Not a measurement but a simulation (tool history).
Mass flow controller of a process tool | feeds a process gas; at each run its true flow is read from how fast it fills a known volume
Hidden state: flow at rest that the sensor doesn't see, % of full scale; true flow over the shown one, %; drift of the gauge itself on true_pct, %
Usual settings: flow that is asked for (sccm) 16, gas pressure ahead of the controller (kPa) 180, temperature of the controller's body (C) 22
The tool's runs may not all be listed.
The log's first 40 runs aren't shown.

run,hour,flow that is asked for (sccm),gas pressure ahead of the controller (kPa),temperature of the controller's body (C),hours of work since the controller was set to zero,hours of work since the controller was changed,true flow (%)
41,3774.5,3,190,36,4092,4092,94.71
42,3833.3,16,239,20,4123,4123,99.85
43,3899.8,2,180,22,4158,4158,94.11
44,4016.3,6,202,24,4219,4219,97.49
45,4124.6,6,175,24,4276,4276,97.58
46,4248.5,19,164,32,4341,4341,99.56
47,4364.1,16,170,26,4402,4402,99.55
48,4422.8,16,170,26,4433,4433,99.61

5 ways to go on from here, each from the tool as it stands after run 48. What would each give?
A,4502.0,16,183,24,4474,4474,?
B,4502.0,16,222,30,4474,4474,?
C,4502.0,19,204,32,4474,4474,?
D,4502.0,7,152,22,4474,4474,?
E,4502.0,10,239,26,4474,4474,?

run,true flow (%)
A,99.77
B,99.05
C,99.54
D,98.02
E,98.41
Without the tool's hidden state the same runs would have given:
run,true flow (%)
A,99.71
B,98.99
C,99.38
D,98.76
E,98.72

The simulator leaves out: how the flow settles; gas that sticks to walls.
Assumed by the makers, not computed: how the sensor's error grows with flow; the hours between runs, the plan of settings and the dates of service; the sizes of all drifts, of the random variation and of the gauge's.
